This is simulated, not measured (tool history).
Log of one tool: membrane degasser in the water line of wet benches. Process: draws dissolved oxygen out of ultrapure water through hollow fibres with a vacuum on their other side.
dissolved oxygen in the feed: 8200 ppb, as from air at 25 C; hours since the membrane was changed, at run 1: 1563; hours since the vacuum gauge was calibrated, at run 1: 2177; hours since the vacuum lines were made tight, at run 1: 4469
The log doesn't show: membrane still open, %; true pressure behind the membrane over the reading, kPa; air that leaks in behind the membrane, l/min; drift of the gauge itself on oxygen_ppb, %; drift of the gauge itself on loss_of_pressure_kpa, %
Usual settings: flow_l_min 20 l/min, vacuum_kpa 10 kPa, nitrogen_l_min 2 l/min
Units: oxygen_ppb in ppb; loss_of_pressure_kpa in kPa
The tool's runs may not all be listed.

run    hour  flow_l_min  vacuum_kpa  nitrogen_l_min  hours since the membrane was changed  hours since the vacuum gauge was calibrated  hours since the vacuum lines were made tight  oxygen_ppb  loss_of_pressure_kpa
  1       0          20          10               2                                  1563                                         2177                                          4469         192                 33.19
  2      68          29          10               2                                  1631                                         2245                                          4538       294.7                 48.24
  3   142.6          29          10               2                                  1706                                         2320                                          4612       300.2                 48.05
  4   268.3          20        21.4               2                                  1831                                         2446                                          4738       463.6                 33.37
  5     378          20          10            2.85                                  1941                                         2555                                          4847       151.3                 33.37
  6   440.6          20          10            2.85                                  2004                                         2618                                          4910       150.1                 33.61
  7   546.8          20          10            2.85                                  2110                                         2724                                          5016       154.2                 33.53
  8     699          20        20.6               2                                  2262                                         2876                                          5168       445.6                 33.97
  9   838.3          14        20.6               2                                  2401                                         3016                                          5308         321                 23.69
 10   919.8          20          10            3.09                                  2483                                         3097                                          5389       143.2                 33.78
 11   988.2          20          10               2                                  2551                                         3166                                          5458       198.3                 33.43
 12  1117.5          20          10               2                                  2681                                         3295                                          5587       203.2                 33.89
 13  1266.2          20          10               2                                  2829                                         3444                                          5736       203.5                 34.11
 14  1367.6          20          10               2                                  2931                                         3545                                          5837         206                 34.05
 15  1506.2          20          10               2                                  3069                                         3684                                          5976       203.1                 34.07
 16    1594          18        22.1            4.05                                  3157                                         3771                                          6064       244.9                 30.68
     1619.1  -- seals of the vacuum lines changed
 17    1674          20          10             3.5                                  3235                                         3849                                            55       129.4                 33.86
 18  1753.7          20         6.7            1.17                                  3315                                         3929                                           135       181.4                 34.08
 19  1828.5          24          10               2                                  3390                                         4004                                           209       237.7                 40.93
 20  1947.9          15          10            0.81                                  3509                                         4123                                           329       309.2                 26.06
     1958.4  -- vacuum gauge calibrated
 21    2043          15          10            0.81                                  3604                                           85                                           423       312.2                 25.64
 22  2189.5          12         9.3            2.56                                  3750                                          231                                           570        84.8                 20.41
 23  2296.4          12         9.3            2.56                                  3857                                          338                                           677        86.8                 20.47
 24  2395.1          29         9.3            2.33                                  3956                                          437                                           775       267.9                 49.99
 25  2477.4          29         9.3            2.33                                  4038                                          519                                           858       269.9                 50.05
 26  2557.8          12          10            2.41                                  4118                                          599                                           938        97.7                  20.9
 27  2620.1          14          10            2.41                                  4181                                          662                                          1000       118.1                 24.23
 28  2703.5          14        19.6            4.37                                  4264                                          745                                          1084       147.2                 24.08
 29  2772.2          14        19.6            4.37                                  4333                                          814                                          1153       149.1                 24.38

Forecast each of these 4 alternatives for the next run:
     2789.4  -- vacuum gauge calibrated, once more
  A  2858.6          13        19.6            2.23                                  4419                                           69                                          1238           ?                     ?
     2789.4  -- vacuum gauge calibrated, once more
  B  2858.6          14        19.6            2.27                                  4419                                           69                                          1238           ?                     ?
     2789.4  -- vacuum gauge calibrated, once more
  C  2858.6          20         7.5               2                                  4419                                           69                                          1238           ?                     ?
     2789.4  -- vacuum gauge calibrated, once more
  D  2858.6          21        17.8               2                                  4419                                           69                                          1238           ?                     ?

run  oxygen_ppb  loss_of_pressure_kpa
  A       237.8                 22.66
  B         258                 24.42
  C       137.2                 35.06
  D       393.6                 36.15
Without the tool's hidden state the same runs would have given:
run  oxygen_ppb  loss_of_pressure_kpa
  A       229.6                 21.27
  B       248.9                 22.93
  C       124.9                 32.92
  D       378.3                 33.91
